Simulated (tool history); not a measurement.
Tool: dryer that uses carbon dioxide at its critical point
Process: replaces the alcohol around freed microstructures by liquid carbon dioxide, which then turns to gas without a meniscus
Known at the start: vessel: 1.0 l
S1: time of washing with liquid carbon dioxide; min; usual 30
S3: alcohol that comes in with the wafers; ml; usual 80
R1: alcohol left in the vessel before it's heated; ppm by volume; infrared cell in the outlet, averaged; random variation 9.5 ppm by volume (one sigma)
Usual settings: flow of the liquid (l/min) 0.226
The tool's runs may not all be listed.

{"run": 1, "hour": 0.0, "S1": 30, "flow of the liquid (l/min)": 0.226, "S3": 80, "R1": 877}
{"run": 2, "hour": 15.2, "S1": 30, "flow of the liquid (l/min)": 0.226, "S3": 80, "R1": 887}
{"run": 3, "hour": 24.8, "S1": 30, "flow of the liquid (l/min)": 0.226, "S3": 80, "R1": 883}
{"run": 4, "hour": 33.9, "S1": 30, "flow of the liquid (l/min)": 0.226, "S3": 80, "R1": 877}
{"run": 5, "hour": 46.1, "S1": 30, "flow of the liquid (l/min)": 0.226, "S3": 80, "R1": 885}
{"run": 6, "hour": 59.3, "S1": 30, "flow of the liquid (l/min)": 0.226, "S3": 80, "R1": 924}
{"run": 7, "hour": 74.0, "S1": 30, "flow of the liquid (l/min)": 0.226, "S3": 80, "R1": 913}
{"run": 8, "hour": 87.9, "S1": 30, "flow of the liquid (l/min)": 0.226, "S3": 80, "R1": 920}
{"run": 9, "hour": 103.6, "S1": 30, "flow of the liquid (l/min)": 0.226, "S3": 80, "R1": 915}
{"run": 10, "hour": 119.4, "S1": 30, "flow of the liquid (l/min)": 0.226, "S3": 20, "R1": 268}
{"run": 11, "hour": 127.9, "S1": 30, "flow of the liquid (l/min)": 0.226, "S3": 20, "R1": 284}
{"run": 12, "hour": 143.6, "S1": 30, "flow of the liquid (l/min)": 0.226, "S3": 93, "R1": 1111}
{"run": 13, "hour": 151.3, "S1": 31, "flow of the liquid (l/min)": 0.226, "S3": 80, "R1": 794}
{"run": 14, "hour": 159.9, "S1": 31, "flow of the liquid (l/min)": 0.226, "S3": 80, "R1": 824}
{"run": 15, "hour": 167.9, "S1": 39, "flow of the liquid (l/min)": 0.226, "S3": 105, "R1": 369}
{"run": 16, "hour": 177.1, "S1": 39, "flow of the liquid (l/min)": 0.226, "S3": 105, "R1": 359}
{"run": 17, "hour": 187.6, "S1": 26, "flow of the liquid (l/min)": 0.162, "S3": 119, "R1": 7101}
{"run": 18, "hour": 202.9, "S1": 30, "flow of the liquid (l/min)": 0.354, "S3": 24, "R1": 87}
{"run": 19, "hour": 214.6, "S1": 30, "flow of the liquid (l/min)": 0.354, "S3": 24, "R1": 81}
{"run": 20, "hour": 229.5, "S1": 30, "flow of the liquid (l/min)": 0.354, "S3": 24, "R1": 85}
{"run": 21, "hour": 238.5, "S1": 30, "flow of the liquid (l/min)": 0.354, "S3": 24, "R1": 84}
{"run": 22, "hour": 251.5, "S1": 48, "flow of the liquid (l/min)": 0.153, "S3": 84, "R1": 663}
{"run": 23, "hour": 262.8, "S1": 39, "flow of the liquid (l/min)": 0.226, "S3": 80, "R1": 317}
{"run": 24, "hour": 269.6, "S1": 39, "flow of the liquid (l/min)": 0.226, "S3": 80, "R1": 320}
{"run": 25, "hour": 279.6, "S1": 30, "flow of the liquid (l/min)": 0.153, "S3": 80, "R1": 3727}

Measured less the same run without the tool's hidden state. The same run-to-run variation is in both; the gauge's scatter may not be:
The hidden state here: flow that reaches the vessel past the clogged filter, %; alcohol in the recycled carbon dioxide, ppm; drift of the gauge itself on alcohol_ppm, %.
run=1 R1=+337
run=2 R1=+345
run=3 R1=+344
run=4 R1=+348
run=5 R1=+356
run=6 R1=+369
run=7 R1=+371
run=8 R1=+383
run=9 R1=+386
run=10 R1=+130
run=11 R1=+135
run=12 R1=+476
run=13 R1=+362
run=14 R1=+373
run=15 R1=+201
run=16 R1=+205
run=17 R1=+2101
run=18 R1=+66
run=19 R1=+66
run=20 R1=+68
run=21 R1=+68
run=22 R1=+340
run=23 R1=+189
run=24 R1=+193
run=25 R1=+1286
